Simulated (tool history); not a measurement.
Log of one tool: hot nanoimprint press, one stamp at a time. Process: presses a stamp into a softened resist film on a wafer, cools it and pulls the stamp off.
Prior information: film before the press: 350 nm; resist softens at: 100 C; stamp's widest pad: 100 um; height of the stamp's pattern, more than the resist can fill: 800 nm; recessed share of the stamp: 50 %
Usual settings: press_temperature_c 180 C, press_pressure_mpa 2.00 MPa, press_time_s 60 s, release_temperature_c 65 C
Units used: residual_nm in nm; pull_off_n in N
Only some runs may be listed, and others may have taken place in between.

{"run": 1, "hour": 0.0, "press_temperature_c": 180, "press_pressure_mpa": 2.0, "press_time_s": 60, "release_temperature_c": 65, "residual_nm": 186.8, "pull_off_n": 285}
{"run": 2, "hour": 12.8, "press_temperature_c": 180, "press_pressure_mpa": 2.0, "press_time_s": 60, "release_temperature_c": 65, "residual_nm": 183.5, "pull_off_n": 286}
{"run": 3, "hour": 24.3, "press_temperature_c": 180, "press_pressure_mpa": 2.0, "press_time_s": 60, "release_temperature_c": 65, "residual_nm": 185.3, "pull_off_n": 297}
{"run": 4, "hour": 30.9, "press_temperature_c": 180, "press_pressure_mpa": 2.0, "press_time_s": 60, "release_temperature_c": 65, "residual_nm": 185.4, "pull_off_n": 298}
{"hour": 43.3, "done": "stamp cleaned and given a new release coat"}
{"run": 5, "hour": 50.7, "press_temperature_c": 180, "press_pressure_mpa": 2.18, "press_time_s": 60, "release_temperature_c": 65, "residual_nm": 179.5, "pull_off_n": 242}
{"run": 6, "hour": 59.9, "press_temperature_c": 180, "press_pressure_mpa": 2.18, "press_time_s": 60, "release_temperature_c": 65, "residual_nm": 178.3, "pull_off_n": 237}
{"run": 7, "hour": 68.3, "press_temperature_c": 180, "press_pressure_mpa": 2.18, "press_time_s": 60, "release_temperature_c": 65, "residual_nm": 176.6, "pull_off_n": 240}
{"hour": 72.4, "done": "plate thermocouple calibrated"}
{"run": 8, "hour": 82.3, "press_temperature_c": 180, "press_pressure_mpa": 2.18, "press_time_s": 50, "release_temperature_c": 65, "residual_nm": 194.2, "pull_off_n": 254}
{"run": 9, "hour": 93.7, "press_temperature_c": 180, "press_pressure_mpa": 1.56, "press_time_s": 40, "release_temperature_c": 65, "residual_nm": 238.3, "pull_off_n": 257}
{"run": 10, "hour": 102.8, "press_temperature_c": 189, "press_pressure_mpa": 2.0, "press_time_s": 59, "release_temperature_c": 53, "residual_nm": 152.5, "pull_off_n": 277}
{"run": 11, "hour": 113.1, "press_temperature_c": 180, "press_pressure_mpa": 2.16, "press_time_s": 101, "release_temperature_c": 61, "residual_nm": 156.9, "pull_off_n": 272}

Below are 3 alternative next runs, each starting from the tool's condition after run 11. Predict each:
{"run": "A", "hour": 123.7, "press_temperature_c": 174, "press_pressure_mpa": 1.76, "press_time_s": 101, "release_temperature_c": 61, "residual_nm": "?", "pull_off_n": "?"}
{"run": "B", "hour": 123.7, "press_temperature_c": 180, "press_pressure_mpa": 2.16, "press_time_s": 101, "release_temperature_c": 58, "residual_nm": "?", "pull_off_n": "?"}
{"run": "C", "hour": 123.7, "press_temperature_c": 180, "press_pressure_mpa": 2.48, "press_time_s": 60, "release_temperature_c": 65, "residual_nm": "?", "pull_off_n": "?"}

run=A residual_nm=206.8 pull_off_n=269
run=B residual_nm=156.6 pull_off_n=272
run=C residual_nm=170.4 pull_off_n=261
Stripped of hidden state, with their random variation kept, the same runs would have yielded:
run=A residual_nm=189.3 pull_off_n=250
run=B residual_nm=142.6 pull_off_n=253
run=C residual_nm=155.4 pull_off_n=242

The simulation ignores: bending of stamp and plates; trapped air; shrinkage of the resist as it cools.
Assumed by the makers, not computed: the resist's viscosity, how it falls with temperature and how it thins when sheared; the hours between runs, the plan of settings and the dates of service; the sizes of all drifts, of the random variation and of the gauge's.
